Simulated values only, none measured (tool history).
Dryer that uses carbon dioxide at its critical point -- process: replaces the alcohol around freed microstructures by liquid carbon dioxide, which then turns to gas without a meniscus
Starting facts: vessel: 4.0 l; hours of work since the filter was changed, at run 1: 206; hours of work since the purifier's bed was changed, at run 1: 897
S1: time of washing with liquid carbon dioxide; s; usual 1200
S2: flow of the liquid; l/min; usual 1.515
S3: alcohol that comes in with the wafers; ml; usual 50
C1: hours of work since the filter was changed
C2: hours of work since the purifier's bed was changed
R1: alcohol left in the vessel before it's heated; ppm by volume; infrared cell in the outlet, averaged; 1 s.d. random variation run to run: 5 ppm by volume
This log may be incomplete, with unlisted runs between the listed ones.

{"run": 1, "hour": 0.0, "S1": 1200, "S2": 1.515, "S3": 50, "C1": 206, "C2": 897, "R1": 175}
{"run": 2, "hour": 48.8, "S1": 1200, "S2": 1.515, "S3": 50, "C1": 224, "C2": 914, "R1": 178}
{"run": 3, "hour": 85.0, "S1": 1200, "S2": 1.515, "S3": 50, "C1": 237, "C2": 928, "R1": 172}
{"run": 4, "hour": 121.6, "S1": 1200, "S2": 1.515, "S3": 50, "C1": 251, "C2": 941, "R1": 194}
{"run": 5, "hour": 174.1, "S1": 1200, "S2": 1.515, "S3": 50, "C1": 270, "C2": 960, "R1": 185}
{"run": 6, "hour": 214.3, "S1": 1200, "S2": 1.515, "S3": 50, "C1": 285, "C2": 975, "R1": 196}
{"run": 7, "hour": 261.2, "S1": 1200, "S2": 1.515, "S3": 28, "C1": 302, "C2": 992, "R1": 195}
{"run": 8, "hour": 309.3, "S1": 1200, "S2": 1.515, "S3": 28, "C1": 319, "C2": 1010, "R1": 192}
{"run": 9, "hour": 337.0, "S1": 1080, "S2": 1.515, "S3": 50, "C1": 329, "C2": 1020, "R1": 223}
{"run": 10, "hour": 396.0, "S1": 1620, "S2": 1.515, "S3": 50, "C1": 351, "C2": 1041, "R1": 179}
{"run": 11, "hour": 428.1, "S1": 1200, "S2": 1.515, "S3": 69, "C1": 363, "C2": 1053, "R1": 222}
{"run": 12, "hour": 462.7, "S1": 1200, "S2": 1.515, "S3": 50, "C1": 375, "C2": 1066, "R1": 214}
{"run": 13, "hour": 520.9, "S1": 1200, "S2": 1.515, "S3": 50, "C1": 397, "C2": 1087, "R1": 215}
{"run": 14, "hour": 583.4, "S1": 1020, "S2": 1.515, "S3": 50, "C1": 419, "C2": 1110, "R1": 278}
{"run": 15, "hour": 612.3, "S1": 1200, "S2": 1.515, "S3": 50, "C1": 430, "C2": 1120, "R1": 232}
{"run": 16, "hour": 668.7, "S1": 1200, "S2": 1.515, "S3": 50, "C1": 451, "C2": 1141, "R1": 241}
{"run": 17, "hour": 713.1, "S1": 1200, "S2": 1.515, "S3": 50, "C1": 467, "C2": 1157, "R1": 234}
{"run": 18, "hour": 749.4, "S1": 1200, "S2": 1.515, "S3": 50, "C1": 480, "C2": 1170, "R1": 240}
{"run": 19, "hour": 809.8, "S1": 1140, "S2": 1.515, "S3": 50, "C1": 502, "C2": 1193, "R1": 259}
{"hour": 858.8, "done": "inlet filter changed"}
{"run": 20, "hour": 862.6, "S1": 1140, "S2": 0.96, "S3": 50, "C1": 1, "C2": 1211, "R1": 477}
{"run": 21, "hour": 897.3, "S1": 1140, "S2": 0.96, "S3": 50, "C1": 14, "C2": 1224, "R1": 468}
{"run": 22, "hour": 948.8, "S1": 1140, "S2": 0.96, "S3": 50, "C1": 33, "C2": 1243, "R1": 496}
{"run": 23, "hour": 977.7, "S1": 1140, "S2": 0.96, "S3": 50, "C1": 43, "C2": 1254, "R1": 489}
{"run": 24, "hour": 1016.0, "S1": 1200, "S2": 1.515, "S3": 50, "C1": 57, "C2": 1267, "R1": 221}
{"run": 25, "hour": 1061.1, "S1": 1200, "S2": 1.515, "S3": 50, "C1": 74, "C2": 1284, "R1": 244}
{"run": 26, "hour": 1087.1, "S1": 1740, "S2": 1.46, "S3": 69, "C1": 83, "C2": 1294, "R1": 212}
{"run": 27, "hour": 1120.5, "S1": 1740, "S2": 1.31, "S3": 29, "C1": 96, "C2": 1306, "R1": 216}
{"run": 28, "hour": 1175.3, "S1": 1740, "S2": 1.31, "S3": 29, "C1": 116, "C2": 1326, "R1": 224}
{"run": 29, "hour": 1231.3, "S1": 1320, "S2": 0.93, "S3": 22, "C1": 136, "C2": 1346, "R1": 315}
{"run": 30, "hour": 1286.2, "S1": 840, "S2": 0.93, "S3": 42, "C1": 156, "C2": 1366, "R1": 1043}
{"run": 31, "hour": 1348.5, "S1": 720, "S2": 1.46, "S3": 38, "C1": 179, "C2": 1389, "R1": 487}
{"run": 32, "hour": 1389.8, "S1": 720, "S2": 2.41, "S3": 38, "C1": 194, "C2": 1404, "R1": 255}
{"run": 33, "hour": 1441.2, "S1": 720, "S2": 2.41, "S3": 38, "C1": 213, "C2": 1423, "R1": 265}
{"run": 34, "hour": 1501.3, "S1": 1200, "S2": 1.515, "S3": 109, "C1": 235, "C2": 1445, "R1": 306}
{"hour": 1553.6, "done": "purifier's bed changed"}
{"run": 35, "hour": 1555.3, "S1": 1200, "S2": 2.14, "S3": 48, "C1": 253, "C2": 1, "R1": 19}
{"run": 36, "hour": 1591.2, "S1": 1260, "S2": 0.93, "S3": 42, "C1": 267, "C2": 14, "R1": 253}
{"run": 37, "hour": 1639.9, "S1": 1260, "S2": 0.93, "S3": 42, "C1": 284, "C2": 32, "R1": 267}
{"run": 38, "hour": 1684.7, "S1": 1860, "S2": 1.43, "S3": 41, "C1": 301, "C2": 48, "R1": 17}
{"run": 39, "hour": 1735.0, "S1": 1200, "S2": 1.59, "S3": 110, "C1": 319, "C2": 66, "R1": 73}
{"run": 40, "hour": 1791.7, "S1": 1200, "S2": 1.59, "S3": 110, "C1": 340, "C2": 87, "R1": 81}
{"run": 41, "hour": 1821.7, "S1": 780, "S2": 1.59, "S3": 99, "C1": 351, "C2": 98, "R1": 464}
{"run": 42, "hour": 1871.9, "S1": 720, "S2": 1.59, "S3": 63, "C1": 369, "C2": 116, "R1": 419}
{"run": 43, "hour": 1905.3, "S1": 1740, "S2": 1.59, "S3": 63, "C1": 381, "C2": 128, "R1": 33}
{"run": 44, "hour": 1955.0, "S1": 780, "S2": 2.01, "S3": 61, "C1": 400, "C2": 147, "R1": 119}
{"run": 45, "hour": 1983.4, "S1": 720, "S2": 1.515, "S3": 86, "C1": 410, "C2": 157, "R1": 682}
{"run": 46, "hour": 2019.6, "S1": 1200, "S2": 1.7, "S3": 20, "C1": 423, "C2": 170, "R1": 40}
{"run": 47, "hour": 2053.6, "S1": 1200, "S2": 1.26, "S3": 59, "C1": 436, "C2": 183, "R1": 176}
{"run": 48, "hour": 2114.3, "S1": 960, "S2": 2.54, "S3": 65, "C1": 458, "C2": 205, "R1": 47}

3 options for the next run, each taken on its own from the tool as it stands now. Forecast them:
{"run": "A", "hour": 2167.0, "S1": 1560, "S2": 2.14, "S3": 41, "C1": 477, "C2": 224, "R1": "?"}
{"run": "B", "hour": 2167.0, "S1": 1560, "S2": 1.42, "S3": 117, "C1": 477, "C2": 224, "R1": "?"}
{"run": "C", "hour": 2167.0, "S1": 960, "S2": 1.48, "S3": 65, "C1": 477, "C2": 224, "R1": "?"}

run=A R1=51
run=B R1=79
run=C R1=244
The same runs, with their run-to-run variation unchanged, on a tool lacking any hidden condition would have given:
run=A R1=10
run=B R1=15
run=C R1=93
